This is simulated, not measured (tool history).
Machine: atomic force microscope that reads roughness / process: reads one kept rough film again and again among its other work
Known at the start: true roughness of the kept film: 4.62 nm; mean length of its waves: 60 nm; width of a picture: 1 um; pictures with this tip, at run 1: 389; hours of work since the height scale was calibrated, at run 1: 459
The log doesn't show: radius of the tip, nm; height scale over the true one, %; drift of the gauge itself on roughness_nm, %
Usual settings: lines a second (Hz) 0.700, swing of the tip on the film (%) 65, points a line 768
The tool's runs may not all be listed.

run,hour,lines a second (Hz),swing of the tip on the film (%),points a line,pictures with this tip,hours of work since the height scale was calibrated,roughness of the kept film (nm (root mean square))
1,0.0,0.700,65,768,389,459,3.829
# hour 6.2: new tip fitted
2,16.2,0.700,65,768,17,470,4.217
3,24.6,0.700,65,768,32,476,4.149
4,41.9,0.700,65,768,62,487,4.169
5,60.3,0.700,65,768,94,499,4.118
6,70.3,0.700,65,768,112,506,4.103
7,89.8,3.574,72,527,146,519,3.349
8,107.5,1.131,72,795,177,531,3.867
9,124.8,0.694,68,503,208,543,3.997
10,133.3,0.694,68,503,223,549,3.969
11,152.5,0.700,88,452,256,561,3.689
12,165.7,1.776,65,579,280,570,3.773

Selected run-to-run steps in roughness of the kept film (nm (root mean square)), each split into two signed amounts: the part the tool would show with no hidden state at all (from settings, incoming material and random variation), and the remainder, which goes to the hidden state together with any gauge scatter not common to the measured and the hidden-state-free results:
Run 1 -> 2: new tip fitted. roughness of the kept film (nm (root mean square)) +0.388: hidden state +0.387, all else +0.001.
Run 6 -> 7: lines a second (Hz) 0.700 -> 3.574, swing of the tip on the film (%) 65 -> 72, points a line 768 -> 527. roughness of the kept film (nm (root mean square)) -0.754: hidden state -0.005, all else -0.749.
